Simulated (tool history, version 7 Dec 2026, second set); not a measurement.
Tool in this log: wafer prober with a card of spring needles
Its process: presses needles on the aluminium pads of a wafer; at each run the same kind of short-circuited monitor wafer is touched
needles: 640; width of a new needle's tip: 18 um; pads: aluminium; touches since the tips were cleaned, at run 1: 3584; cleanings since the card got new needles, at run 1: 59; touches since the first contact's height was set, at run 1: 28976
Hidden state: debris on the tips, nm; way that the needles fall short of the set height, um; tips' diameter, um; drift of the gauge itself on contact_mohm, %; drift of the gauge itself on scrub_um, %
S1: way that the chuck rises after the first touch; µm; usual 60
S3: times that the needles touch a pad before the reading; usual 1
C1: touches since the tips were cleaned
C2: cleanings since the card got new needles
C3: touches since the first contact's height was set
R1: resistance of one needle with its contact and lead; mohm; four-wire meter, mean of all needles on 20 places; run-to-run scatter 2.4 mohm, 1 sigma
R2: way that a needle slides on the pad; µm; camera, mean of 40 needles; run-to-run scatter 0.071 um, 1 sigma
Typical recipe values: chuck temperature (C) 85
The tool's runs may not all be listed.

Run 1, day 0.000: usual settings; C1 3584; C2 59; C3 28976. Result: R1 274 mohm, R2 15.77 µm.
At day 0.112: tips cleaned on abrasive film.
At day 0.546: tips cleaned on abrasive film.
At day 1.071: tips cleaned on abrasive film.
Run 2, day 1.092: usual settings but chuck temperature (C) 56; C1 204; C2 62; C3 39614. Result: R1 266 mohm, R2 15.81 µm.
At day 1.579: tips cleaned on abrasive film.
At day 2.108: tips cleaned on abrasive film.
Run 3, day 2.529: usual settings but S3 2; C1 4176; C2 64; C3 53757. Result: R1 273 mohm, R2 15.82 µm.
At day 2.650: tips cleaned on abrasive film.
At day 3.150: tips cleaned on abrasive film.
At day 3.675: tips cleaned on abrasive film.
Run 4, day 3.829: usual settings but S1 52 µm; C1 1496; C2 67; C3 66444. Result: R1 281 mohm, R2 13.69 µm.
At day 4.129: tips cleaned on abrasive film.
At day 4.650: tips cleaned on abrasive film.
At day 5.158: tips cleaned on abrasive film.
Run 5, day 5.433: usual settings but S1 52 µm; C1 2708; C2 70; C3 82150. Result: R1 284 mohm, R2 13.82 µm.
At day 5.650: tips cleaned on abrasive film.
At day 6.188: tips cleaned on abrasive film.
At day 6.708: tips cleaned on abrasive film.
Run 6, day 7.033: usual settings but S1 68 µm, chuck temperature (C) 26; C1 3197; C2 73; C3 97824. Result: R1 256 mohm, R2 18.05 µm.
At day 7.142: tips cleaned on abrasive film.
At day 7.667: tips cleaned on abrasive film.
Run 7, day 7.867: usual settings but S1 51 µm; C1 1939; C2 75; C3 105963. Result: R1 280 mohm, R2 13.59 µm.
At day 8.175: tips cleaned on abrasive film.
At day 8.679: tips cleaned on abrasive film.
Run 8, day 8.700: usual settings but S1 69 µm, S3 2; C1 217; C2 77; C3 114120. Result: R1 277 mohm, R2 18.24 µm.

The next listed run, before its measurement:
At day 9.133: tips cleaned on abrasive film.
At day 9.667: tips cleaned on abrasive film.
Run 9, day 9.867: usual settings but S1 69 µm, S3 2; C1 1995; C2 79; C3 125568. Result: R1 ?, R2 ?.

{"run 9": {"R1": 276, "R2": 18.27}}
On a tool with no hidden condition, and with the same random variation, this run would have come out at R1 275 mohm, R2 18.16 µm.
